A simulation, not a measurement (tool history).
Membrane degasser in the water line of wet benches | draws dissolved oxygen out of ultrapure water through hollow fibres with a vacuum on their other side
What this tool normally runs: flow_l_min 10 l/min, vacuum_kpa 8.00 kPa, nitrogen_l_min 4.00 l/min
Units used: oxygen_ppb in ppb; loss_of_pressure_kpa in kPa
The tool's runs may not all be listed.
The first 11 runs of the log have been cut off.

run	day	flow_l_min	vacuum_kpa	nitrogen_l_min	oxygen_ppb	loss_of_pressure_kpa
12	102.892	10	8.00	4.00	44.0	42.74
13	109.250	10	8.00	4.00	44.1	42.57
14	120.254	10	8.00	4.00	43.7	42.52
15	129.592	10	8.00	4.00	45.3	42.75
16	141.421	10	8.00	4.00	45.0	42.87
17	153.408	10	8.00	4.00	45.9	43.32
18	162.729	8	9.64	3.74	43.7	34.51
19	168.792	11	4.83	5.53	28.5	47.52
20	177.812	11	15.93	2.03	190.7	47.34
# day 183.583: vacuum gauge calibrated
21	186.788	10	8.39	3.07	58.0	43.26
22	195.042	10	8.38	3.90	47.5	43.31
23	203.362	16	19.50	5.33	164.9	69.92
24	210.925	8	4.91	11.58	10.4	34.81
25	223.633	8	10.85	2.25	78.7	34.96
26	229.217	8	10.85	2.25	79.1	34.92
27	241.708	8	10.85	2.25	78.4	35.09
28	249.258	8	10.85	2.25	78.0	34.79
29	259.675	10	6.55	2.25	54.5	43.81
30	270.662	7	8.00	4.00	28.2	30.68
31	277.938	10	5.87	9.80	23.1	43.67
32	290.971	11	7.35	2.50	69.1	48.52
33	300.858	8	16.80	3.60	88.0	35.21

Forecast each of these 3 alternatives for the next run:
A	308.079	12	11.55	2.17	?	?
B	308.079	12	5.97	4.76	?	?
C	308.079	10	7.11	4.00	?	?

run	oxygen_ppb	loss_of_pressure_kpa
A	144.8	52.56
B	46.3	52.95
C	42.9	43.87
Without the tool's unlogged condition, the same runs would have read:
run	oxygen_ppb	loss_of_pressure_kpa
A	126.9	48.16
B	33.3	48.54
C	33.1	40.19
